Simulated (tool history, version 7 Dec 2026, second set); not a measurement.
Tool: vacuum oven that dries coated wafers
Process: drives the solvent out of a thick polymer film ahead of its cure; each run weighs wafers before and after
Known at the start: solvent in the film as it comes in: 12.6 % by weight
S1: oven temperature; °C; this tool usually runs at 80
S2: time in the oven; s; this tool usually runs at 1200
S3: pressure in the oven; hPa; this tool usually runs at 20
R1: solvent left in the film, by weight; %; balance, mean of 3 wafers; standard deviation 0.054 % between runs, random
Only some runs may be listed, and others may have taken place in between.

Run 1, hour 0: usual settings. Result: R1 1.97 %.
Run 2, hour 23.5: usual settings. Result: R1 2.21 %.
Run 3, hour 49.9: usual settings but S1 87 °C. Result: R1 1.37 %.
Run 4, hour 73.7: usual settings but S2 2040 s. Result: R1 1.21 %.
Run 5, hour 92.9: usual settings but S2 1260 s. Result: R1 2.06 %.
Run 6, hour 123.9: usual settings but S2 1260 s. Result: R1 2.01 %.
Run 7, hour 159.3: usual settings but S2 1920 s. Result: R1 1.3 %.
Run 8, hour 180.5: usual settings but S2 1920 s. Result: R1 1.33 %.
Run 9, hour 200.7: usual settings but S1 91 °C, S2 780 s. Result: R1 1.74 %.
Run 10, hour 216.6: usual settings but S1 91 °C, S2 1860 s, S3 10 hPa. Result: R1 0.37 %.
Run 11, hour 238.6: usual settings but S1 84 °C, S2 1860 s, S3 27 hPa. Result: R1 1.36 %.
Run 12, hour 262.7: usual settings but S1 84 °C, S2 1860 s, S3 27 hPa. Result: R1 1.25 %.
Run 13, hour 279.1: usual settings but S1 84 °C, S2 1860 s, S3 27 hPa. Result: R1 1.28 %.

Run 14 is up next; what results do you expect?
Run 14, hour 302.8: usual settings but S1 84 °C, S2 1860 s, S3 27 hPa. Result: R1 ?.

Run 14 produced R1 1.29 %.
If the tool had no hidden condition, the same run with the same run-to-run variation would have returned R1 1.27 %.
